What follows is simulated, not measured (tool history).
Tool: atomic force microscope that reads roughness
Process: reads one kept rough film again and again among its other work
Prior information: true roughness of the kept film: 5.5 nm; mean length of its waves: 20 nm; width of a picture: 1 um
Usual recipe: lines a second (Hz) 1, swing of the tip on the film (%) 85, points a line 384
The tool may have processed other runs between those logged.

run,hour,lines a second (Hz),swing of the tip on the film (%),points a line,roughness of the kept film (nm (root mean square))
1,0,1,85,384,3.837
2,69.7,1,85,384,3.317
3,116,1,79,384,3.112
# hour 151.3: new tip fitted
4,169.4,2.42,85,384,3.496
5,241.2,2.42,85,384,3.03
6,323.9,2.42,85,359,2.609
# hour 328.4: new tip fitted
7,374.4,2.42,85,359,3.243
8,443.3,2.42,85,359,2.878
# hour 502.9: new tip fitted
9,506.2,2.42,85,359,3.656
10,579.9,2.42,85,359,3.114
11,651.1,2.42,85,359,2.729
# hour 677.9: new tip fitted
12,726.6,2.42,85,536,3.331
13,778.6,2.42,85,536,3.008
# hour 852.2: new tip fitted
14,867.3,1,61,384,4.049
15,907.3,1,68,384,3.684
16,991.6,1,68,384,3.124
# hour 1029.2: new tip fitted
17,1051.5,1,68,384,3.984
18,1130.2,3.05,85,562,2.879
# hour 1205.6: new tip fitted
19,1205.6,2.84,61,562,4.128
20,1284.7,0.95,65,344,3.622
# hour 1293.8: height scale calibrated on a step standard
21,1328.1,0.95,65,344,3.336
# hour 1383.9: new tip fitted
22,1389.4,0.95,65,344,4.086
23,1430.4,0.99,85,818,3.634
24,1511.7,0.99,85,818,3.08
# hour 1559.8: new tip fitted
25,1590.2,0.63,77,442,3.9
26,1672.8,2.92,85,508,2.85
27,1731.1,0.98,81,513,2.941
# hour 1735.8: new tip fitted
# hour 1741.2: height scale calibrated on a step standard, once more
28,1818.4,1,71,922,3.456
29,1876.3,1.26,79,912,3.031
# hour 1912.6: new tip fitted
30,1915.3,2.95,65,465,3.883

3 ways to go on from here, each from the tool as it stands after run 30. What would each give?
A,1998.6,1,77,384,?
B,1998.6,1,76,562,?
C,1998.6,0.52,85,436,?

run,roughness of the kept film (nm (root mean square))
A,3.37
B,3.352
C,3.423
With the hidden condition removed and each run's random variation left untouched, the same runs would have given:
run,roughness of the kept film (nm (root mean square))
A,4.084
B,4.063
C,4.151
